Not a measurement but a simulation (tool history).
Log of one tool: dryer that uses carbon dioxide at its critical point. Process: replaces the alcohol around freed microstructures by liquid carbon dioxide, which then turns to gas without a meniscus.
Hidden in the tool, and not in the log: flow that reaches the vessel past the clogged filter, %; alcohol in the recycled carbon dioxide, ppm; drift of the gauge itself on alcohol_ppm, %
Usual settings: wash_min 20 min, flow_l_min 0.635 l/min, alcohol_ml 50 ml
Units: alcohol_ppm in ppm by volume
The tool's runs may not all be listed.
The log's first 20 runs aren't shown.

run     day  wash_min  flow_l_min  alcohol_ml  hours of work since the filter was changed  hours of work since the purifier's bed was changed  alcohol_ppm
 21  33.821        16       0.436          44                                         101                                                1094         1840
 22  36.033        20       0.745          50                                         127                                                1120          360
     38.571  -- inlet filter changed
 23  38.708        16       0.421          27                                           2                                                1151         1085
 24   41.15        31       0.799          45                                          30                                                1179          238
 25  43.758        31       0.799          45                                          61                                                1210          246
 26  45.712        31       0.799          45                                          84                                                1233          250
 27  47.004        20       0.535          23                                          99                                                1248          469
 28  48.842        20       0.535          23                                         120                                                1269          488
 29   50.95        16        0.93          81                                         145                                                1294          481
     52.067  -- inlet filter changed
 30  52.175        16        0.93          55                                           1                                                1308          335
     53.567  -- purifier's bed changed
 31  54.146        16        0.93          55                                          23                                                   7           86
 32  55.754        16        0.93          55                                          42                                                  26           87
 33  57.346        26       0.635          37                                          60                                                  44           45
 34  59.321        26       0.635          37                                          83                                                  67           61
 35  61.362        18       0.703          31                                         107                                                  91          176

4 ways to go on from here, each from the tool as it stands after run 35. What would each give?
  A  63.521        18       0.591          61                                         132                                                 116            ?
  B  63.521        17       0.635          50                                         132                                                 116            ?
  C  63.521        20       0.635          60                                         132                                                 116            ?
  D  63.521        13       0.426          67                                         132                                                 116            ?

run  alcohol_ppm
  A          715
  B          560
  C          348
  D         4467
Without the tool's hidden state the same runs would have given:
run  alcohol_ppm
  A          399
  B          304
  C          172
  D         3318
